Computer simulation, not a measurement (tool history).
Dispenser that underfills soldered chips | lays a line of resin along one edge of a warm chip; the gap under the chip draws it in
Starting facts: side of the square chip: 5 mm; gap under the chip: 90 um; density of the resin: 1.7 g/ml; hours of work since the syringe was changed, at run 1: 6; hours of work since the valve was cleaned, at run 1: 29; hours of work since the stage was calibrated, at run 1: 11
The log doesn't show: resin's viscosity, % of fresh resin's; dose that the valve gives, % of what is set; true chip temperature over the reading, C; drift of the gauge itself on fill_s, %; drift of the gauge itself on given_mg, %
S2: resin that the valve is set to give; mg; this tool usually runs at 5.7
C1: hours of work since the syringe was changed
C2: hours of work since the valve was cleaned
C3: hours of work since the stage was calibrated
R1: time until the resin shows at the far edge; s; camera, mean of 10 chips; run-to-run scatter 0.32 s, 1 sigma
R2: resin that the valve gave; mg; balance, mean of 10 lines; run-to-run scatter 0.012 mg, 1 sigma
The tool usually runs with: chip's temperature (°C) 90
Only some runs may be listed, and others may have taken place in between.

run 1 day=0 | chip's_temperature_(°C)=90 S2=5.7 | C1=6 C2=29 C3=11 | R1=14.5 R2=5.61
-- day=0.025 new syringe of resin
run 2 day=0.162 | chip's_temperature_(°C)=90 S2=6.01 | C1=3 C2=32 C3=14 | R1=11.7 R2=5.89
-- day=0.358 new syringe of resin
run 3 day=0.371 | chip's_temperature_(°C)=90 S2=6.01 | C1=0 C2=35 C3=18 | R1=9.3 R2=5.87
run 4 day=0.538 | chip's_temperature_(°C)=90 S2=6.01 | C1=3 C2=39 C3=21 | R1=11.7 R2=5.87
run 5 day=0.642 | chip's_temperature_(°C)=90 S2=6.01 | C1=5 C2=41 C3=23 | R1=14 R2=5.83
-- day=0.696 new syringe of resin
run 6 day=0.808 | chip's_temperature_(°C)=90 S2=6.01 | C1=2 C2=43 C3=26 | R1=11.8 R2=5.86
run 7 day=0.967 | chip's_temperature_(°C)=90 S2=6.66 | C1=5 C2=46 C3=29 | R1=13.8 R2=6.46
-- day=1.021 new syringe of resin
-- day=1.15 dispensing valve cleaned and set on the balance
run 8 day=1.167 | chip's_temperature_(°C)=90 S2=6.66 | C1=2 C2=0 C3=31 | R1=11.4 R2=6.68
run 9 day=1.325 | chip's_temperature_(°C)=90 S2=6.66 | C1=5 C2=3 C3=34 | R1=12.9 R2=6.64
-- day=1.4 new syringe of resin
run 10 day=1.538 | chip's_temperature_(°C)=90 S2=5.7 | C1=3 C2=7 C3=38 | R1=12.1 R2=5.68
-- day=1.742 new syringe of resin
run 11 day=1.758 | chip's_temperature_(°C)=90 S2=5.7 | C1=0 C2=11 C3=42 | R1=9.8 R2=5.68
run 12 day=1.9 | chip's_temperature_(°C)=90 S2=5.7 | C1=3 C2=14 C3=45 | R1=12.1 R2=5.63
run 13 day=2.029 | chip's_temperature_(°C)=90 S2=5.7 | C1=5 C2=16 C3=47 | R1=13.9 R2=5.64
-- day=2.075 new syringe of resin
run 14 day=2.217 | chip's_temperature_(°C)=87 S2=5.7 | C1=3 C2=19 C3=50 | R1=13.2 R2=5.64
-- day=2.412 new syringe of resin
run 15 day=2.446 | chip's_temperature_(°C)=103 S2=6.34 | C1=1 C2=23 C3=54 | R1=5.9 R2=6.25
run 16 day=2.612 | chip's_temperature_(°C)=99 S2=5.35 | C1=4 C2=26 C3=58 | R1=9.3 R2=5.23
-- day=2.754 new syringe of resin
run 17 day=2.796 | chip's_temperature_(°C)=75 S2=5.92 | C1=1 C2=30 C3=61 | R1=20 R2=5.82
run 18 day=2.962 | chip's_temperature_(°C)=103 S2=6.73 | C1=4 C2=33 C3=64 | R1=7.4 R2=6.62
run 19 day=3.054 | chip's_temperature_(°C)=75 S2=4.84 | C1=6 C2=35 C3=66 | R1=29.1 R2=4.74
-- day=3.088 new syringe of resin
run 20 day=3.242 | chip's_temperature_(°C)=76 S2=5.36 | C1=3 C2=38 C3=69 | R1=21.9 R2=5.23
-- day=3.412 new syringe of resin
run 21 day=3.412 | chip's_temperature_(°C)=101 S2=6.16 | C1=0 C2=41 C3=72 | R1=6.2 R2=6.01
run 22 day=3.588 | chip's_temperature_(°C)=103 S2=6.75 | C1=3 C2=44 C3=75 | R1=7.2 R2=6.57
-- day=3.746 new syringe of resin
run 23 day=3.758 | chip's_temperature_(°C)=75 S2=6.75 | C1=0 C2=47 C3=78 | R1=18 R2=6.55
run 24 day=3.854 | chip's_temperature_(°C)=95 S2=5.24 | C1=2 C2=49 C3=80 | R1=8.2 R2=5.09
-- day=3.908 dispensing valve cleaned and set on the balance
run 25 day=4.071 | chip's_temperature_(°C)=95 S2=6.64 | C1=5 C2=3 C3=83 | R1=11.2 R2=6.65
-- day=4.121 new syringe of resin
run 26 day=4.229 | chip's_temperature_(°C)=95 S2=7.12 | C1=2 C2=6 C3=86 | R1=8.6 R2=7.14
run 27 day=4.358 | chip's_temperature_(°C)=85 S2=6.18 | C1=4 C2=8 C3=88 | R1=16.5 R2=6.17
-- day=4.45 new syringe of resin
run 28 day=4.512 | chip's_temperature_(°C)=101 S2=5.7 | C1=1 C2=11 C3=91 | R1=6.6 R2=5.68

Each row is a separate what-if for the run after 28, all from the same tool condition, not one after another. Results?
run A day=4.662 | chip's_temperature_(°C)=101 S2=6.87 | C1=4 C2=14 C3=94 | R1=? R2=?
run B day=4.662 | chip's_temperature_(°C)=88 S2=5.17 | C1=4 C2=14 C3=94 | R1=? R2=?
run C day=4.662 | chip's_temperature_(°C)=93 S2=5.7 | C1=4 C2=14 C3=94 | R1=? R2=?
run D day=4.662 | chip's_temperature_(°C)=96 S2=5.7 | C1=4 C2=14 C3=94 | R1=? R2=?
run E day=4.662 | chip's_temperature_(°C)=86 S2=5.62 | C1=4 C2=14 C3=94 | R1=? R2=?

run=A R1=7.4 R2=6.84
run=B R1=13.5 R2=5.14
run=C R1=11.4 R2=5.67
run=D R1=9.9 R2=5.65
run=E R1=15.3 R2=5.59
With the hidden condition removed and each run's random variation left untouched, the same runs would have given:
run=A R1=5.6 R2=6.88
run=B R1=10.3 R2=5.17
run=C R1=8.8 R2=5.71
run=D R1=7.6 R2=5.68
run=E R1=11.9 R2=5.63
